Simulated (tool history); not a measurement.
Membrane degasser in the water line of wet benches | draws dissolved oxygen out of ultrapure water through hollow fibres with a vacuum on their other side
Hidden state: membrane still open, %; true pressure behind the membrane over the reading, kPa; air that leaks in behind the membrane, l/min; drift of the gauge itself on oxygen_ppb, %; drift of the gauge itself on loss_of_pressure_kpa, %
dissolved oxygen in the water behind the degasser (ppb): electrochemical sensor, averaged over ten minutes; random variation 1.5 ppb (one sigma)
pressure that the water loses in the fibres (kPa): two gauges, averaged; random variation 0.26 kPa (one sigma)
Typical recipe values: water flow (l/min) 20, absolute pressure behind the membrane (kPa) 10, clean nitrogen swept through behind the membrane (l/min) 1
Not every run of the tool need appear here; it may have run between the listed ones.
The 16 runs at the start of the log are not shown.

run,hour,water flow (l/min),absolute pressure behind the membrane (kPa),clean nitrogen swept through behind the membrane (l/min),hours since the membrane was changed,hours since the vacuum gauge was calibrated,hours since the vacuum lines were made tight,dissolved oxygen in the water behind the degasser (ppb),pressure that the water loses in the fibres (kPa)
17,1629.1,22,9.4,1,4854,1585,838,307.2,76.31
18,1719.2,20,10,1.71,4944,1675,928,193.1,69.15
# hour 1738.4: gauge calibrated
19,1797.4,20,10,1.71,5022,1753,1006,187,69.49
20,1937.5,20,10,1.01,5162,1893,1147,297.4,69.41
21,2055.6,25,10,1,5280,2011,1265,362.2,87.05
22,2162,19,10,2.6,5387,2118,1371,123,66.02
23,2250.2,19,10,2.6,5475,2206,1459,122.8,66.21
24,2314.8,12,10,1,5540,2271,1524,188.5,41.8
25,2433.2,12,10,1,5658,2389,1642,190.2,41.55
26,2544.1,12,10,1,5769,2500,1753,190.8,41.54
27,2676.2,24,7.3,1,5901,2632,1885,220.2,83.32
28,2742.5,20,10,1.21,5967,2698,1951,258.9,69.05
29,2858.7,20,10,1.21,6083,2814,2068,256.5,69.85
30,2919.1,25,6.5,0.51,6144,2875,2128,317.1,87.1
31,3055.4,16,10,1,6280,3011,2264,250.4,55.13

Alternative continuations, all from the tool just after run 31; predict every row:
A,3113.7,16,7.1,1,6338,3069,2323,?,?
B,3113.7,16,10,1.14,6338,3069,2323,?,?
C,3113.7,12,6.2,2.63,6338,3069,2323,?,?
D,3113.7,29,10,0.56,6338,3069,2323,?,?
E,3113.7,13,6.7,0.85,6338,3069,2323,?,?

run,dissolved oxygen in the water behind the degasser (ppb),pressure that the water loses in the fibres (kPa)
A,146.6,55.74
B,223,55.48
C,35.1,41.73
D,653.9,100.8
E,125.9,44.72
The same runs, with their run-to-run variation unchanged, on a tool lacking any hidden condition would have given:
run,dissolved oxygen in the water behind the degasser (ppb),pressure that the water loses in the fibres (kPa)
A,143,55.66
B,217.6,55.4
C,34.3,41.67
D,638.4,100.66
E,122.8,44.66

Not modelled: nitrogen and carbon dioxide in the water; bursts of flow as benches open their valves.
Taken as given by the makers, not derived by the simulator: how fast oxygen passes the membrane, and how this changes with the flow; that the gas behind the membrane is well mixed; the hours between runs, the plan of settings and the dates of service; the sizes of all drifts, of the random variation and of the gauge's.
